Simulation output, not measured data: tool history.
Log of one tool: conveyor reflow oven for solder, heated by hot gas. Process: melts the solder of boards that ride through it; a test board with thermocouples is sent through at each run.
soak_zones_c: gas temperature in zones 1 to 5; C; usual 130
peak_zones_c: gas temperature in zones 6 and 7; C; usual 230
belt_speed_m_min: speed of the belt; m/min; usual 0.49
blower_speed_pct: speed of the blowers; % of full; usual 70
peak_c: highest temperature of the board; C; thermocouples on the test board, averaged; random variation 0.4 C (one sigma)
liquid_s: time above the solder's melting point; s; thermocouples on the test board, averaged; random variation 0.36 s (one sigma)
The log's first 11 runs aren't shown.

| run | hour | soak_zones_c | peak_zones_c | belt_speed_m_min | blower_speed_pct | peak_c | liquid_s |
|---|---|---|---|---|---|---|---|
| 12 | 87.5 | 130 | 230 | 0.49 | 70 | 217.5 | 63 |
| 13 | 96.7 | 130 | 230 | 0.49 | 70 | 217.6 | 62.8 |
| 14 | 106 | 130 | 230 | 0.49 | 70 | 217.9 | 63.2 |
| 15 | 113.5 | 130 | 230 | 0.49 | 70 | 217.5 | 62.8 |
| 16 | 123.4 | 130 | 230 | 0.49 | 70 | 218.1 | 62.4 |
| 17 | 132.6 | 130 | 230 | 0.541 | 67 | 213.3 | 52.7 |
| 18 | 139.5 | 122 | 224 | 0.466 | 67 | 212.3 | 57.8 |
| 19 | 146.3 | 130 | 230 | 0.49 | 64 | 216.2 | 61.1 |
| 20 | 153.2 | 130 | 230 | 0.49 | 64 | 216.3 | 61.3 |
| 21 | 163.2 | 130 | 221 | 0.447 | 64 | 209.8 | 62.3 |
| 22 | 169.4 | 130 | 220 | 0.447 | 64 | 209 | 61.2 |
| 23 | 175.3 | 126 | 230 | 0.546 | 80 | 215.2 | 53.4 |
| 24 | 184.9 | 130 | 231 | 0.402 | 57 | 220.2 | 80.6 |
| 25 | 189.5 | 130 | 231 | 0.402 | 57 | 220.6 | 81.1 |
| 26 | 196.6 | 118 | 230 | 0.49 | 55 | 211.3 | 51.5 |
| 27 | 206.7 | 118 | 230 | 0.49 | 55 | 211.5 | 52.6 |
| 28 | 216.3 | 134 | 230 | 0.49 | 67 | 216.6 | 63.6 |
| 29 | 224.6 | 134 | 230 | 0.554 | 67 | 213.6 | 52.8 |
| 30 | 233.4 | 130 | 238 | 0.49 | 70 | 224.7 | 67.4 |
| 31 | 237.8 | 144 | 227 | 0.488 | 57 | 214.3 | 64.4 |
| 32 | 246.2 | 130 | 230 | 0.406 | 70 | 222.5 | 82.3 |

3 ways to go on from here, each from the tool as it stands after run 32. What would each give?
| A | 255.3 | 116 | 221 | 0.429 | 70 | ? | ? |
| B | 255.3 | 130 | 237 | 0.474 | 70 | ? | ? |
| C | 255.3 | 130 | 223 | 0.406 | 63 | ? | ? |

| run | peak_c | liquid_s |
|---|---|---|
| A | 210.1 | 61.9 |
| B | 224.4 | 70.8 |
| C | 213.9 | 73.8 |
Without the tool's hidden state the same runs would have given:
| run | peak_c | liquid_s |
|---|---|---|
| A | 211.2 | 63.6 |
| B | 225.5 | 71.8 |
| C | 214.7 | 75 |
